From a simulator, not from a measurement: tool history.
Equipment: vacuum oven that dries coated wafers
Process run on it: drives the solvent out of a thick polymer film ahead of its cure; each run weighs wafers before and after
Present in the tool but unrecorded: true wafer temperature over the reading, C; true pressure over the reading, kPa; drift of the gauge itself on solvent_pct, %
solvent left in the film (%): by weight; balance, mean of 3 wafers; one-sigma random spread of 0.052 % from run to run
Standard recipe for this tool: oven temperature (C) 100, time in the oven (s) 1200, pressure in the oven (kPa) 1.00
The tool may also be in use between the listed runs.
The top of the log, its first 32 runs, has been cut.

| run | day | oven temperature (C) | time in the oven (s) | pressure in the oven (kPa) | hours of work since the thermocouples were calibrated | hours of work since the vacuum gauge was cleaned of residue | solvent left in the film (%) |
|---|---|---|---|---|---|---|---|
| 33 | 57.746 | 112 | 2160 | 1.00 | 364 | 1186 | 0.68 |
| 34 | 60.021 | 97 | 1380 | 1.50 | 389 | 1210 | 2.04 |
| 35 | 62.346 | 97 | 1380 | 1.50 | 414 | 1235 | 1.86 |
| 36 | 64.392 | 93 | 1560 | 1.00 | 436 | 1258 | 1.86 |
| 37 | 65.988 | 91 | 960 | 1.00 | 454 | 1275 | 3.38 |
| 38 | 68.400 | 100 | 1860 | 2.49 | 480 | 1301 | 2.21 |
| 39 | 70.417 | 107 | 1440 | 1.00 | 501 | 1323 | 0.75 |
| 40 | 72.225 | 87 | 1080 | 0.56 | 521 | 1342 | 3.58 |
| 41 | 73.558 | 112 | 960 | 0.56 | 536 | 1357 | 0.40 |
| 42 | 75.808 | 100 | 1200 | 0.74 | 560 | 1381 | 1.00 |
| 43 | 77.929 | 93 | 1740 | 1.92 | 583 | 1404 | 2.64 |
| 44 | 80.242 | 111 | 1140 | 1.28 | 608 | 1429 | 0.81 |
| 45 | 82.208 | 98 | 1200 | 0.64 | 629 | 1450 | 1.21 |
| 46 | 84.312 | 98 | 1200 | 0.64 | 652 | 1473 | 1.19 |

4 ways to go on from here, each from the tool as it stands after run 46. What would each give?
| A | 86.804 | 93 | 660 | 2.02 | 679 | 1500 | ? |
| B | 86.804 | 87 | 1200 | 0.60 | 679 | 1500 | ? |
| C | 86.804 | 100 | 1200 | 1.61 | 679 | 1500 | ? |
| D | 86.804 | 98 | 1200 | 1.24 | 679 | 1500 | ? |

| run | solvent left in the film (%) |
|---|---|
| A | 4.92 |
| B | 3.43 |
| C | 1.79 |
| D | 1.70 |
Without the tool's hidden state the same runs would have given:
| run | solvent left in the film (%) |
|---|---|
| A | 4.91 |
| B | 3.41 |
| C | 1.77 |
| D | 1.68 |

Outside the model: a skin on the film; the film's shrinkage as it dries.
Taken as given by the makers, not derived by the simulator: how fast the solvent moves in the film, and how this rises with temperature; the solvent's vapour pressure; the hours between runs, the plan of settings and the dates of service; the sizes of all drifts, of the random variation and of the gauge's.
